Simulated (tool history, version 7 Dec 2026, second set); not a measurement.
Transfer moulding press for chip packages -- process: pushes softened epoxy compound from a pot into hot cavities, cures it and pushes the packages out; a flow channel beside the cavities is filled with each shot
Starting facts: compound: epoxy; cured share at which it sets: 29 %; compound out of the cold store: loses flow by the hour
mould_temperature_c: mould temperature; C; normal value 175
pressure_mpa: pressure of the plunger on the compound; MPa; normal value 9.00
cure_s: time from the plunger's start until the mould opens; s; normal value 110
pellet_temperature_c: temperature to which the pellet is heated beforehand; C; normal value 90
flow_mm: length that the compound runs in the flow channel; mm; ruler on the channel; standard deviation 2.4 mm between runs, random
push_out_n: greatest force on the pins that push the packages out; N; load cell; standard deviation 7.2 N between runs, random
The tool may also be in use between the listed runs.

run	hour	mould_temperature_c	pressure_mpa	cure_s	pellet_temperature_c	incoming compound's hours out of the cold store	flow_mm	push_out_n
1	0.0	175	9.00	110	90	22.3	610	380
2	83.6	175	9.00	110	90	25.7	596	605
# hour 91.1: cavities cleaned with cleaning compound and waxed
3	176.4	175	9.00	110	90	44.5	545	735
# hour 195.4: cavities cleaned with cleaning compound and waxed
4	219.1	175	9.00	110	90	19.0	598	443
5	265.3	175	9.00	110	90	28.0	576	593
# hour 302.8: cavities cleaned with cleaning compound and waxed
6	337.4	175	9.00	110	90	8.4	616	482
# hour 359.0: plunger's sealing rings changed
7	381.7	175	9.00	110	90	10.7	639	600
# hour 407.0: cavities cleaned with cleaning compound and waxed, once more
8	464.7	175	9.00	110	90	10.6	638	560
# hour 514.6: cavities cleaned with cleaning compound and waxed
9	553.1	175	9.00	110	90	45.4	536	474
# hour 619.3: cavities cleaned with cleaning compound and waxed
10	628.5	175	9.00	110	90	36.9	551	358
11	685.6	175	9.00	103	90	15.5	604	607
# hour 726.8: cavities cleaned with cleaning compound and waxed
# hour 735.4: plunger's sealing rings changed
12	752.9	175	7.95	110	90	34.5	544	426
# hour 773.2: mould's thermocouples calibrated
13	822.7	175	7.95	110	90	43.0	524	605
# hour 838.5: cavities cleaned with cleaning compound and waxed
14	893.4	175	7.95	110	90	21.5	569	540
# hour 944.1: cavities cleaned with cleaning compound and waxed
15	953.3	170	7.19	124	99	43.1	499	380
16	996.2	175	9.00	138	90	18.1	605	517
# hour 1048.9: cavities cleaned with cleaning compound and waxed
17	1082.7	181	9.00	116	85	37.7	537	462
# hour 1113.7: plunger's sealing rings changed
# hour 1156.0: cavities cleaned with cleaning compound and waxed
18	1159.5	176	8.76	105	94	9.4	631	319
19	1231.0	175	9.96	110	87	22.1	633	603
# hour 1262.0: cavities cleaned with cleaning compound and waxed
20	1281.4	175	9.34	110	83	42.2	564	415
21	1353.3	175	9.34	128	90	33.7	579	590
# hour 1369.4: cavities cleaned with cleaning compound and waxed
22	1430.4	175	7.78	115	90	32.4	526	566
# hour 1473.7: cavities cleaned with cleaning compound and waxed
# hour 1491.0: plunger's sealing rings changed
23	1497.8	175	7.78	115	90	31.3	550	411
24	1563.9	181	9.00	115	89	18.3	599	560
# hour 1580.7: cavities cleaned with cleaning compound and waxed
25	1634.2	175	8.51	117	92	25.8	575	513
26	1673.9	182	8.12	117	92	23.9	545	558

Had the tool no unlogged condition, and each run kept its random variation, what would the results have been?
Unlogged tool condition in this case: true mould temperature over the reading, C; pressure that reaches the compound, % of what is set; grip of the stained cavities, % over clean ones'; drift of the gauge itself on flow_mm, %; drift of the gauge itself on push_out_n, %.
run	flow_mm	push_out_n
1	612	292
2	605	293
3	560	305
4	619	304
5	599	303
6	648	310
7	644	308
8	650	308
9	553	293
10	574	300
11	635	324
12	547	293
13	529	294
14	581	294
15	514	307
16	627	288
17	563	284
18	636	296
19	644	304
20	578	300
21	598	282
22	550	300
23	552	298
24	606	280
25	587	287
26	560	270
